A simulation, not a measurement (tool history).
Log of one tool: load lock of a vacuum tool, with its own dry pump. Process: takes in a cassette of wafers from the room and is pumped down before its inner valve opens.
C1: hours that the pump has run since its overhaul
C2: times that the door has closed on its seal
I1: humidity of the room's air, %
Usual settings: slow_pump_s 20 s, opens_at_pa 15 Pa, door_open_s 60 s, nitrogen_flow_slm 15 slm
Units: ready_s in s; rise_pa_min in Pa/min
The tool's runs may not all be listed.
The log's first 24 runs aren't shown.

Run 25, hour 4916.5: usual settings but slow_pump_s 19 s, opens_at_pa 22 Pa; C1 7452; C2 16809; I1 46.6. Result: ready_s 29.1 s, rise_pa_min 0.106 Pa/min.
Run 26, hour 5159.3: usual settings but slow_pump_s 12 s, opens_at_pa 13 Pa, door_open_s 29 s, nitrogen_flow_slm 22 slm; C1 7694; C2 17446; I1 44.4. Result: ready_s 23.4 s, rise_pa_min 0.075 Pa/min.
Run 27, hour 5422.9: usual settings but slow_pump_s 26 s, opens_at_pa 21 Pa, door_open_s 134 s; C1 7958; C2 18137; I1 46.1. Result: ready_s 35.8 s, rise_pa_min 0.156 Pa/min.
Run 28, hour 5651.7: usual settings but slow_pump_s 26 s, opens_at_pa 21 Pa, door_open_s 134 s; C1 8187; C2 18737; I1 46.6. Result: ready_s 35.7 s, rise_pa_min 0.155 Pa/min.
Run 29, hour 5810.2: usual settings but slow_pump_s 26 s, opens_at_pa 21 Pa, door_open_s 134 s, nitrogen_flow_slm 17 slm; C1 8345; C2 19153; I1 46.2. Result: ready_s 36.1 s, rise_pa_min 0.154 Pa/min.
Run 30, hour 5927.2: usual settings but slow_pump_s 26 s, opens_at_pa 21 Pa, door_open_s 134 s, nitrogen_flow_slm 17 slm; C1 8462; C2 19459; I1 44.3. Result: ready_s 35.9 s, rise_pa_min 0.144 Pa/min.
Run 31, hour 6066.4: usual settings but slow_pump_s 26 s, opens_at_pa 21 Pa, door_open_s 134 s, nitrogen_flow_slm 17 slm; C1 8602; C2 19825; I1 43. Result: ready_s 35.9 s, rise_pa_min 0.143 Pa/min.
Run 32, hour 6318.7: usual settings but slow_pump_s 35 s, opens_at_pa 14 Pa, door_open_s 159 s, nitrogen_flow_slm 5 slm; C1 8854; C2 20486; I1 45.1. Result: ready_s 44.7 s, rise_pa_min 0.205 Pa/min.
Run 33, hour 6550.9: usual settings but slow_pump_s 34 s, door_open_s 94 s; C1 9086; C2 21095; I1 45.1. Result: ready_s 43.7 s, rise_pa_min 0.14 Pa/min.
Run 34, hour 6703.1: usual settings but opens_at_pa 21 Pa; C1 9238; C2 21494; I1 46.7. Result: ready_s 30.9 s, rise_pa_min 0.118 Pa/min.
Run 35, hour 6902.6: usual settings but slow_pump_s 36 s, opens_at_pa 14 Pa, door_open_s 176 s, nitrogen_flow_slm 19 slm; C1 9438; C2 22018; I1 43.9. Result: ready_s 45.2 s, rise_pa_min 0.167 Pa/min.
Run 36, hour 7019: usual settings but slow_pump_s 24 s, opens_at_pa 10 Pa, door_open_s 176 s, nitrogen_flow_slm 7 slm; C1 9554; C2 22323; I1 47.4. Result: ready_s 35.3 s, rise_pa_min 0.215 Pa/min.
Run 37, hour 7270.8: usual settings but door_open_s 94 s, nitrogen_flow_slm 27 slm; C1 9806; C2 22983; I1 44.4. Result: ready_s 32 s, rise_pa_min 0.119 Pa/min.

Forecast each of these 3 alternatives for the next run:
At hour 7329.5: dry pump taken out, an overhauled one fitted.
Run A, hour 7387.1: usual settings but slow_pump_s 17 s, opens_at_pa 29 Pa, door_open_s 82 s, nitrogen_flow_slm 27 slm; C1 58; C2 23273; I1 43. Result: ready_s ?, rise_pa_min ?.
At hour 7329.5: dry pump taken out, an overhauled one fitted.
Run B, hour 7387.1: usual settings but slow_pump_s 34 s, door_open_s 162 s, nitrogen_flow_slm 27 slm; C1 58; C2 23273; I1 42.6. Result: ready_s ?, rise_pa_min ?.
At hour 7329.5: dry pump taken out, an overhauled one fitted.
Run C, hour 7387.1: usual settings but door_open_s 30 s; C1 58; C2 23273; I1 43.4. Result: ready_s ?, rise_pa_min ?.

run  ready_s  rise_pa_min
  A     24.4        0.114
  B     41.5        0.151
  C     28.6        0.102
Without the tool's hidden state the same runs would have given:
run  ready_s  rise_pa_min
  A     24.4        0.059
  B     41.5        0.097
  C     28.6        0.048

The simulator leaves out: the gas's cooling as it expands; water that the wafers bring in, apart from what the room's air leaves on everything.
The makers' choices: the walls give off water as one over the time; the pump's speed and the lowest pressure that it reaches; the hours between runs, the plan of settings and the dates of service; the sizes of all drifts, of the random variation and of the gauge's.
